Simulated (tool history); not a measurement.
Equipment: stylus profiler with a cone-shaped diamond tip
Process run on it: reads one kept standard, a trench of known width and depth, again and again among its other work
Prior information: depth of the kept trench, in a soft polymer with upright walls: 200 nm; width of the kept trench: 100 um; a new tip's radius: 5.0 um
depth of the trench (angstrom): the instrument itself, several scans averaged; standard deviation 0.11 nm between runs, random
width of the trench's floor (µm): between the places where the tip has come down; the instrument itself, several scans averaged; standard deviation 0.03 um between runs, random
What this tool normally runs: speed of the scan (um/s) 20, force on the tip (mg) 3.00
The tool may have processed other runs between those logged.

run    hour  speed of the scan (um/s)  force on the tip (mg)  depth of the trench (angstrom)  width of the trench's floor (µm)
  1     0.0                        20                   3.00                          2031.2                             96.56
  2    51.5                        14                   3.00                          2033.2                             96.55
  3    95.7                        14                   7.03                          2058.6                             96.59
  4   171.4                        20                   4.60                          2043.2                             96.46
  5   238.7                        20                   4.60                          2044.0                             96.45
  6   302.7                        20                   3.00                          2028.7                             96.41
  7   350.2                        20                   3.00                          2032.3                             96.38
  8   425.5                        20                   3.00                          2030.3                             96.43
  9   484.3                        20                   3.00                          2029.4                             96.32
 10   546.6                        20                   3.00                          2028.9                             96.37
 11   601.8                        20                   3.00                          2031.6                             96.31
 12   639.4                        20                   3.00                          2029.3                             96.32
 13   691.9                        20                   3.00                          2029.3                             96.28
 14   753.3                        20                   3.00                          2030.7                             96.27
 15   832.0                        20                   3.00                          2030.5                             96.22
 16   873.0                        20                   3.00                          2030.5                             96.26
 17   951.9                        20                   3.00                          2027.9                             96.26
 18  1017.0                        53                   3.00                          2029.6                             96.10
 19  1069.1                        53                   3.00                          2027.6                             96.09
 20  1103.2                         6                   3.00                          2029.7                             96.25
 21  1162.2                        28                   2.25                          2022.8                             96.12
 22  1218.2                        28                   2.25                          2023.0                             96.11
 23  1253.2                        28                   2.25                          2023.6                             96.08
 24  1331.8                        17                   4.25                          2037.7                             96.17
 25  1407.6                        17                   4.25                          2038.5                             96.11
 26  1485.4                        32                   1.06                          2012.0                             95.97
 27  1563.2                        15                   1.48                          2015.0                             96.05
 28  1639.0                        15                   1.48                          2015.5                             96.00
 29  1677.6                        15                   1.48                          2012.1                             95.97
 30  1723.7                        15                   1.48                          2014.8                             95.96
 31  1793.4                        34                   2.37                          2022.7                             95.92
 32  1832.8                        20                   6.04                          2048.9                             95.97
 33  1873.3                        80                   2.83                          2025.3                             95.74
 34  1949.8                        12                   8.95                          2064.1                             95.94
 35  2009.0                        72                   8.35                          2072.0                             97.09
 36  2059.4                        29                   4.62                          2047.4                             97.08
 37  2121.6                        16                   4.08                          2043.8                             97.08
 38  2199.2                         9                   2.72                          2033.1                             97.12

Not shown: 1 entry that the log had between the listed runs. Between which runs, and how does the tool's hidden state differ before and after?
Between runs 34 and 35: new tip fitted, height scale calibrated (hour 1992.4)
  radius of the tip, um: 10.31 -> 5.16; height scale over the true one, %: -0.374 -> 0.022
  measured minus no-state result, depth of the trench (angstrom): -7.7 -> +0.4; width of the trench's floor (µm): -1.24 -> -0.04
